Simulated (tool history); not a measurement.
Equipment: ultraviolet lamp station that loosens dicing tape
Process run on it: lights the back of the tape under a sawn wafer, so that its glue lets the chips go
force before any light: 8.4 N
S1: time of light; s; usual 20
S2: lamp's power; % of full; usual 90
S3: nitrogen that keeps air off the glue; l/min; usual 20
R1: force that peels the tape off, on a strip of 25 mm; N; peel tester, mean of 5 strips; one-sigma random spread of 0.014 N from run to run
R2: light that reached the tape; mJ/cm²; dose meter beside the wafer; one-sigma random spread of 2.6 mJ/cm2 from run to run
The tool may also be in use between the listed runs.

{"run": 1, "day": 0.0, "S1": 20, "S2": 90, "S3": 20, "R1": 1.201, "R2": 245}
{"run": 2, "day": 0.508, "S1": 14, "S2": 90, "S3": 20, "R1": 2.101, "R2": 167}
{"run": 3, "day": 0.975, "S1": 14, "S2": 90, "S3": 20, "R1": 2.155, "R2": 165}
{"run": 4, "day": 1.725, "S1": 14, "S2": 90, "S3": 20, "R1": 2.154, "R2": 163}
{"run": 5, "day": 2.362, "S1": 14, "S2": 90, "S3": 20, "R1": 2.17, "R2": 160}
{"run": 6, "day": 2.904, "S1": 20, "S2": 90, "S3": 20, "R1": 1.309, "R2": 231}
{"run": 7, "day": 3.454, "S1": 20, "S2": 99, "S3": 20, "R1": 1.13, "R2": 248}
{"run": 8, "day": 3.971, "S1": 20, "S2": 90, "S3": 20, "R1": 1.34, "R2": 226}
{"run": 9, "day": 4.912, "S1": 20, "S2": 90, "S3": 20, "R1": 1.42, "R2": 220}
{"run": 10, "day": 5.925, "S1": 20, "S2": 90, "S3": 7, "R1": 2.549, "R2": 212}
{"run": 11, "day": 6.617, "S1": 20, "S2": 90, "S3": 7, "R1": 2.56, "R2": 210}
{"run": 12, "day": 7.379, "S1": 20, "S2": 90, "S3": 7, "R1": 2.724, "R2": 205}
{"run": 13, "day": 7.875, "S1": 20, "S2": 90, "S3": 20, "R1": 1.502, "R2": 206}
{"run": 14, "day": 8.908, "S1": 20, "S2": 90, "S3": 20, "R1": 1.594, "R2": 200}
{"run": 15, "day": 9.629, "S1": 20, "S2": 62, "S3": 22, "R1": 2.581, "R2": 134}
{"run": 16, "day": 10.125, "S1": 11, "S2": 90, "S3": 20, "R1": 3.323, "R2": 110}
{"run": 17, "day": 11.075, "S1": 11, "S2": 86, "S3": 29, "R1": 3.276, "R2": 103}
{"run": 18, "day": 11.754, "S1": 11, "S2": 86, "S3": 29, "R1": 3.377, "R2": 101}
{"day": 11.996, "done": "window cleaned of glue's vapour"}
{"run": 19, "day": 12.662, "S1": 39, "S2": 90, "S3": 20, "R1": 0.333, "R2": 432}
{"day": 13.058, "done": "lamp changed"}
{"run": 20, "day": 13.729, "S1": 20, "S2": 69, "S3": 20, "R1": 1.191, "R2": 245}
{"run": 21, "day": 14.271, "S1": 20, "S2": 72, "S3": 9, "R1": 1.825, "R2": 252}
{"run": 22, "day": 14.875, "S1": 28, "S2": 90, "S3": 20, "R1": 0.316, "R2": 438}
{"run": 23, "day": 15.517, "S1": 28, "S2": 90, "S3": 20, "R1": 0.33, "R2": 430}
{"run": 24, "day": 16.2, "S1": 28, "S2": 90, "S3": 20, "R1": 0.341, "R2": 425}
{"run": 25, "day": 16.721, "S1": 28, "S2": 90, "S3": 40, "R1": 0.231, "R2": 422}
{"run": 26, "day": 17.588, "S1": 33, "S2": 85, "S3": 35, "R1": 0.194, "R2": 463}
{"run": 27, "day": 18.346, "S1": 33, "S2": 63, "S3": 22, "R1": 0.548, "R2": 330}

Some steps in R1 between neighbouring runs. How much of each would the tool show without its hidden state too (settings, what came in, random variation), and how much is left for the hidden state, with any gauge scatter that isn't in both results?
The tool's hidden condition here consists of: lamp's light, % of a new lamp's; light that the window lets through, % of a clean one's; drift of the gauge itself on peel_n, %; drift of the gauge itself on dose_mj_cm2, %.
Run 12 -> 13: S3 7 -> 20. R1 -1.222 N: hidden state -0.401, all else -0.821.
Run 18 -> 19: S1 11 -> 39, S2 86 -> 90, S3 29 -> 20, window cleaned of glue's vapour. R1 -3.044 N: hidden state -1.467, all else -1.577.
Run 21 -> 22: S1 20 -> 28, S2 72 -> 90, S3 9 -> 20. R1 -1.509 N: hidden state -0.082, all else -1.427.
